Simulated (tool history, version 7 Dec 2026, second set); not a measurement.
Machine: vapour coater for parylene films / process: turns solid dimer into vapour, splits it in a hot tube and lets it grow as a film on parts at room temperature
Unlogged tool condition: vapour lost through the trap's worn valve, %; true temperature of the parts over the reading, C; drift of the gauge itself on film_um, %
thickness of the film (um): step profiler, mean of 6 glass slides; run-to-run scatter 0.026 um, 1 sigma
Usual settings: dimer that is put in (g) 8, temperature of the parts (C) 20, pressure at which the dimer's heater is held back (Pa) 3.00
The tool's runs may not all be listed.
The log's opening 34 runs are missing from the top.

run	hour	dimer that is put in (g)	temperature of the parts (C)	pressure at which the dimer's heater is held back (Pa)	hours of work since the trap's valve was overhauled	hours of work since the table's thermometer was calibrated	thickness of the film (um)
35	1435.9	10	14	7.79	414	300	2.50
36	1474.2	10	14	7.79	438	323	2.53
37	1527.6	4	21	4.26	470	356	0.83
38	1582.4	8	17	5.40	504	389	1.84
39	1630.1	4	29	3.09	533	418	0.68
40	1669.8	7	21	11.13	557	442	1.35
41	1722.0	5	20	3.00	589	474	1.09
42	1772.5	10	13	3.79	620	505	2.60
# hour 1792.8: trap's valve overhauled
43	1834.6	8	32	2.22	26	541	1.34
44	1871.7	12	30	6.30	48	563	1.98
45	1903.7	8	12	3.00	68	583	2.25
46	1955.8	8	12	3.00	100	615	2.28
47	2014.1	13	20	2.26	135	650	3.20
48	2039.7	13	20	2.26	151	666	3.14

Alternative continuations, all from the tool just after run 48; predict every row:
A	2080.5	13	16	2.26	176	691	?
B	2080.5	6	20	2.26	176	691	?
C	2080.5	7	15	2.43	176	691	?

run	thickness of the film (um)
A	3.56
B	1.48
C	2.00
With no hidden state in the tool, these same runs would have given:
run	thickness of the film (um)
A	3.78
B	1.56
C	2.10
